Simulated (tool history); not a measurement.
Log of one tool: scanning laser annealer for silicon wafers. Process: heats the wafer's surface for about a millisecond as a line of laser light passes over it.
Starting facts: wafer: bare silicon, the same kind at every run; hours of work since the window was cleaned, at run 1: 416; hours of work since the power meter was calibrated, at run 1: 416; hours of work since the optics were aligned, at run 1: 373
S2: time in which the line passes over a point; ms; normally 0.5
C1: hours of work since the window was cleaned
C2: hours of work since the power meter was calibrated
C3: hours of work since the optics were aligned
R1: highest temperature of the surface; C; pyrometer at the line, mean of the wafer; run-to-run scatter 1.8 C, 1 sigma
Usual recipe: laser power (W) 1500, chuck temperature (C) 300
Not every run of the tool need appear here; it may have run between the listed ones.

run 1 hour=0 | laser_power_(W)=1500 S2=0.5 chuck_temperature_(C)=300 | C1=416 C2=416 C3=373 | R1=1009
run 2 hour=45.9 | laser_power_(W)=1500 S2=0.5 chuck_temperature_(C)=300 | C1=437 C2=437 C3=394 | R1=1009
run 3 hour=77.3 | laser_power_(W)=1500 S2=0.375 chuck_temperature_(C)=300 | C1=451 C2=451 C3=408 | R1=899
run 4 hour=137 | laser_power_(W)=1500 S2=0.5 chuck_temperature_(C)=300 | C1=478 C2=478 C3=435 | R1=1009
run 5 hour=173.5 | laser_power_(W)=1500 S2=0.5 chuck_temperature_(C)=300 | C1=494 C2=494 C3=451 | R1=1010
run 6 hour=226.2 | laser_power_(W)=1500 S2=0.5 chuck_temperature_(C)=300 | C1=518 C2=518 C3=475 | R1=1009
run 7 hour=281.8 | laser_power_(W)=1333 S2=0.5 chuck_temperature_(C)=300 | C1=543 C2=543 C3=500 | R1=933
-- hour=312.4 window over the wafer cleaned
run 8 hour=317.6 | laser_power_(W)=1333 S2=0.5 chuck_temperature_(C)=300 | C1=2 C2=558 C3=515 | R1=936
run 9 hour=351.1 | laser_power_(W)=1333 S2=0.5 chuck_temperature_(C)=300 | C1=17 C2=573 C3=530 | R1=934
run 10 hour=402.7 | laser_power_(W)=1333 S2=0.5 chuck_temperature_(C)=300 | C1=41 C2=597 C3=554 | R1=937
run 11 hour=447.8 | laser_power_(W)=1524 S2=0.5 chuck_temperature_(C)=300 | C1=61 C2=617 C3=574 | R1=1018
run 12 hour=515.6 | laser_power_(W)=1524 S2=0.5 chuck_temperature_(C)=300 | C1=92 C2=648 C3=604 | R1=1014
run 13 hour=543.9 | laser_power_(W)=1524 S2=0.5 chuck_temperature_(C)=300 | C1=104 C2=660 C3=617 | R1=1022
run 14 hour=600.5 | laser_power_(W)=1309 S2=0.491 chuck_temperature_(C)=292 | C1=130 C2=686 C3=643 | R1=908
run 15 hour=643.5 | laser_power_(W)=1329 S2=0.532 chuck_temperature_(C)=272 | C1=149 C2=705 C3=662 | R1=929
run 16 hour=699.4 | laser_power_(W)=1617 S2=0.487 chuck_temperature_(C)=300 | C1=174 C2=730 C3=687 | R1=1050
run 17 hour=756.2 | laser_power_(W)=1452 S2=0.487 chuck_temperature_(C)=263 | C1=200 C2=756 C3=713 | R1=939
run 18 hour=820.6 | laser_power_(W)=1500 S2=0.44 chuck_temperature_(C)=329 | C1=229 C2=785 C3=742 | R1=990
run 19 hour=890.8 | laser_power_(W)=1352 S2=0.5 chuck_temperature_(C)=294 | C1=261 C2=817 C3=773 | R1=935
run 20 hour=921.8 | laser_power_(W)=1494 S2=0.48 chuck_temperature_(C)=268 | C1=275 C2=831 C3=787 | R1=961
run 21 hour=966.9 | laser_power_(W)=1460 S2=0.402 chuck_temperature_(C)=281 | C1=295 C2=851 C3=808 | R1=891

Alternative continuations, all from the tool just after run 21; predict every row:
run A hour=1008.6 | laser_power_(W)=1500 S2=0.5 chuck_temperature_(C)=268 | C1=314 C2=870 C3=826 | R1=?
run B hour=1008.6 | laser_power_(W)=1500 S2=0.5 chuck_temperature_(C)=289 | C1=314 C2=870 C3=826 | R1=?
run C hour=1008.6 | laser_power_(W)=1576 S2=0.402 chuck_temperature_(C)=290 | C1=314 C2=870 C3=826 | R1=?
run D hour=1008.6 | laser_power_(W)=1460 S2=0.478 chuck_temperature_(C)=281 | C1=314 C2=870 C3=826 | R1=?
run E hour=1008.6 | laser_power_(W)=1324 S2=0.548 chuck_temperature_(C)=281 | C1=314 C2=870 C3=826 | R1=?

run=A R1=974
run=B R1=1000
run=C R1=945
run=D R1=955
run=E R1=945
With no hidden state in the tool, these same runs would have given:
run=A R1=975
run=B R1=1001
run=C R1=945
run=D R1=956
run=E R1=946
